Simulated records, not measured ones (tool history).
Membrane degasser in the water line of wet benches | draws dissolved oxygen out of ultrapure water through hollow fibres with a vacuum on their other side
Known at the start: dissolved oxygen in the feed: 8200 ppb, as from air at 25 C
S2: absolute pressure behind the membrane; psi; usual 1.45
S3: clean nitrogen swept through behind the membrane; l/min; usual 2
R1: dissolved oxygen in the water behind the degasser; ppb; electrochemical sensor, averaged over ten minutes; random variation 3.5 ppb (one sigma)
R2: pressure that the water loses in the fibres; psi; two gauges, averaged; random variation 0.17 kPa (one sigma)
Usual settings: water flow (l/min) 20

{"run": 1, "day": 0.0, "water flow (l/min)": 20, "S2": 1.45, "S3": 2, "R1": 374.9, "R2": 4.463}
{"run": 2, "day": 2.725, "water flow (l/min)": 20, "S2": 1.45, "S3": 2, "R1": 377.1, "R2": 4.456}
{"run": 3, "day": 4.042, "water flow (l/min)": 20, "S2": 1.45, "S3": 2, "R1": 387.7, "R2": 4.472}
{"run": 4, "day": 7.129, "water flow (l/min)": 20, "S2": 1.45, "S3": 2, "R1": 385.8, "R2": 4.454}
{"day": 9.279, "done": "seals of the vacuum lines changed"}
{"run": 5, "day": 9.317, "water flow (l/min)": 20, "S2": 1.45, "S3": 2, "R1": 371.7, "R2": 4.447}
{"run": 6, "day": 11.638, "water flow (l/min)": 15, "S2": 1.45, "S3": 2, "R1": 272.1, "R2": 3.333}
{"run": 7, "day": 14.075, "water flow (l/min)": 15, "S2": 1.45, "S3": 2, "R1": 270.8, "R2": 3.336}
{"run": 8, "day": 16.246, "water flow (l/min)": 15, "S2": 1.45, "S3": 2, "R1": 271.7, "R2": 3.342}
{"run": 9, "day": 19.5, "water flow (l/min)": 15, "S2": 1.45, "S3": 2, "R1": 267, "R2": 3.32}
{"run": 10, "day": 22.267, "water flow (l/min)": 15, "S2": 1.45, "S3": 2, "R1": 273.3, "R2": 3.374}
{"run": 11, "day": 25.167, "water flow (l/min)": 15, "S2": 1.45, "S3": 2, "R1": 275.2, "R2": 3.327}
{"run": 12, "day": 26.633, "water flow (l/min)": 15, "S2": 1.45, "S3": 2, "R1": 276.8, "R2": 3.34}
{"run": 13, "day": 28.188, "water flow (l/min)": 20, "S2": 3.09, "S3": 5.37, "R1": 378, "R2": 4.503}
{"run": 14, "day": 31.146, "water flow (l/min)": 18, "S2": 1.54, "S3": 2.4, "R1": 329.9, "R2": 4.023}
{"run": 15, "day": 33.542, "water flow (l/min)": 18, "S2": 0.96, "S3": 0.86, "R1": 359, "R2": 4.012}
{"run": 16, "day": 35.2, "water flow (l/min)": 15, "S2": 1.19, "S3": 3.7, "R1": 204.9, "R2": 3.359}
{"run": 17, "day": 38.067, "water flow (l/min)": 15, "S2": 1.19, "S3": 3.7, "R1": 208.3, "R2": 3.317}
{"run": 18, "day": 39.933, "water flow (l/min)": 15, "S2": 1.19, "S3": 3.7, "R1": 202.9, "R2": 3.337}
{"run": 19, "day": 41.633, "water flow (l/min)": 15, "S2": 1.19, "S3": 2.99, "R1": 217.8, "R2": 3.398}
{"run": 20, "day": 43.467, "water flow (l/min)": 23, "S2": 1.15, "S3": 1, "R1": 505.7, "R2": 5.152}
{"run": 21, "day": 46.321, "water flow (l/min)": 18, "S2": 2.07, "S3": 5.32, "R1": 286.7, "R2": 4.012}
{"run": 22, "day": 47.725, "water flow (l/min)": 18, "S2": 2.07, "S3": 5.32, "R1": 294.4, "R2": 4.093}
{"run": 23, "day": 49.533, "water flow (l/min)": 18, "S2": 2.07, "S3": 5.32, "R1": 291.4, "R2": 4.048}
{"run": 24, "day": 51.804, "water flow (l/min)": 13, "S2": 1.38, "S3": 2, "R1": 229.6, "R2": 2.873}

Forecast each of these 3 alternatives for the next run:
{"run": "A", "day": 53.867, "water flow (l/min)": 19, "S2": 1.12, "S3": 1.33, "R1": "?", "R2": "?"}
{"run": "B", "day": 53.867, "water flow (l/min)": 20, "S2": 1.45, "S3": 2, "R1": "?", "R2": "?"}
{"run": "C", "day": 53.867, "water flow (l/min)": 17, "S2": 1.45, "S3": 1.34, "R1": "?", "R2": "?"}

run=A R1=370.7 R2=4.239
run=B R1=390.6 R2=4.518
run=C R1=385.7 R2=3.806
Without the tool's hidden state the same runs would have given:
run=A R1=327.5 R2=4.06
run=B R1=349.2 R2=4.328
run=C R1=347 R2=3.645
